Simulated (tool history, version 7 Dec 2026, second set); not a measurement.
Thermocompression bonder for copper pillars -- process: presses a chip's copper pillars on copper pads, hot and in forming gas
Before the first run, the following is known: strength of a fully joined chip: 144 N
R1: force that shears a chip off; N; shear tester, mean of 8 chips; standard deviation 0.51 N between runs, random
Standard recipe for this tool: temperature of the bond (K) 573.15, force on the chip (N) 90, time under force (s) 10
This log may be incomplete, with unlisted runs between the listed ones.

run 1 hour=0 | temperature_of_the_bond_(K)=573.15 force_on_the_chip_(N)=90 time_under_force_(s)=10 | R1=54.8
run 2 hour=14.4 | temperature_of_the_bond_(K)=573.15 force_on_the_chip_(N)=90 time_under_force_(s)=10 | R1=54.3
run 3 hour=28.5 | temperature_of_the_bond_(K)=573.15 force_on_the_chip_(N)=90 time_under_force_(s)=10 | R1=54.6
run 4 hour=39 | temperature_of_the_bond_(K)=573.15 force_on_the_chip_(N)=90 time_under_force_(s)=10 | R1=54.9
run 5 hour=55.4 | temperature_of_the_bond_(K)=573.15 force_on_the_chip_(N)=66 time_under_force_(s)=10 | R1=44.6
run 6 hour=69.3 | temperature_of_the_bond_(K)=573.15 force_on_the_chip_(N)=66 time_under_force_(s)=10 | R1=44.7
run 7 hour=83.6 | temperature_of_the_bond_(K)=576.15 force_on_the_chip_(N)=86 time_under_force_(s)=10 | R1=55.9
run 8 hour=99.1 | temperature_of_the_bond_(K)=576.15 force_on_the_chip_(N)=86 time_under_force_(s)=10 | R1=55.3
run 9 hour=109.2 | temperature_of_the_bond_(K)=591.15 force_on_the_chip_(N)=113 time_under_force_(s)=14 | R1=88.9
run 10 hour=123.2 | temperature_of_the_bond_(K)=591.15 force_on_the_chip_(N)=113 time_under_force_(s)=14 | R1=88.3
run 11 hour=131.5 | temperature_of_the_bond_(K)=573.15 force_on_the_chip_(N)=86 time_under_force_(s)=10 | R1=53.3
run 12 hour=146.1 | temperature_of_the_bond_(K)=586.15 force_on_the_chip_(N)=78 time_under_force_(s)=10 | R1=60

Between the runs listed above, the log contained 1 entry, not reproduced here. Where in the sequence does each belong, and how does what the log doesn't record of the tool's condition differ from the listed run before to the listed run after?
Runs 11 to 12: forming gas filter changed (hour 137.2)
  oxide that the forming gas leaves, % of the face: 0.62 -> 0.5

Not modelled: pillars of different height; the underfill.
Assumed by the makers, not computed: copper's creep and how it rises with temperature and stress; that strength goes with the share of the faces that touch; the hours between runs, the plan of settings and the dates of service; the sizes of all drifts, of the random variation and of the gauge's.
